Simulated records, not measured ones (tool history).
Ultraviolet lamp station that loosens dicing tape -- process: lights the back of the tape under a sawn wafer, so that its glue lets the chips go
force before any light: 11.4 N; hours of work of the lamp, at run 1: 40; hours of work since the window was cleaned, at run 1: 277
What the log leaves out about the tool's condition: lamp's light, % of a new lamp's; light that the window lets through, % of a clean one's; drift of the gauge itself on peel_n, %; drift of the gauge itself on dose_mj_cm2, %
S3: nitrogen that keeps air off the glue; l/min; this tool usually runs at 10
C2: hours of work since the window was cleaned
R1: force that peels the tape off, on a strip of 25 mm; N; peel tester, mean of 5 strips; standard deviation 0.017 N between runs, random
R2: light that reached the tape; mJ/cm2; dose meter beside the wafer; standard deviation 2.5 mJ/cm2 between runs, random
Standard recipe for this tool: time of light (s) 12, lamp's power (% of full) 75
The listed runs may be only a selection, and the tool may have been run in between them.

Run 1, hour 0: usual settings; hours of work of the lamp 40; C2 277. Result: R1 0.969 N, R2 287 mJ/cm2.
Run 2, hour 34.2: usual settings; hours of work of the lamp 57; C2 293. Result: R1 0.98 N, R2 286 mJ/cm2.
Run 3, hour 57.8: usual settings but S3 5 l/min; hours of work of the lamp 68; C2 305. Result: R1 1.774 N, R2 285 mJ/cm2.
Run 4, hour 91: usual settings; hours of work of the lamp 84; C2 320. Result: R1 1.052 N, R2 283 mJ/cm2.
Run 5, hour 123.4: usual settings but time of light (s) 8; hours of work of the lamp 99; C2 336. Result: R1 2.174 N, R2 185 mJ/cm2.
Run 6, hour 156.1: usual settings; hours of work of the lamp 115; C2 351. Result: R1 1.048 N, R2 275 mJ/cm2.
Run 7, hour 171.3: usual settings; hours of work of the lamp 122; C2 359. Result: R1 1.045 N, R2 274 mJ/cm2.

For run 8, what comes out?
Run 8, hour 186.7: usual settings but time of light (s) 8, lamp's power (% of full) 88, S3 14 l/min; hours of work of the lamp 130; C2 366. Result: R1 ?, R2 ?.

Run 8 gave R1 1.337 N, R2 215 mJ/cm2.
With no hidden state in the tool, this same run would have given R1 1.095 N, R2 236 mJ/cm2.
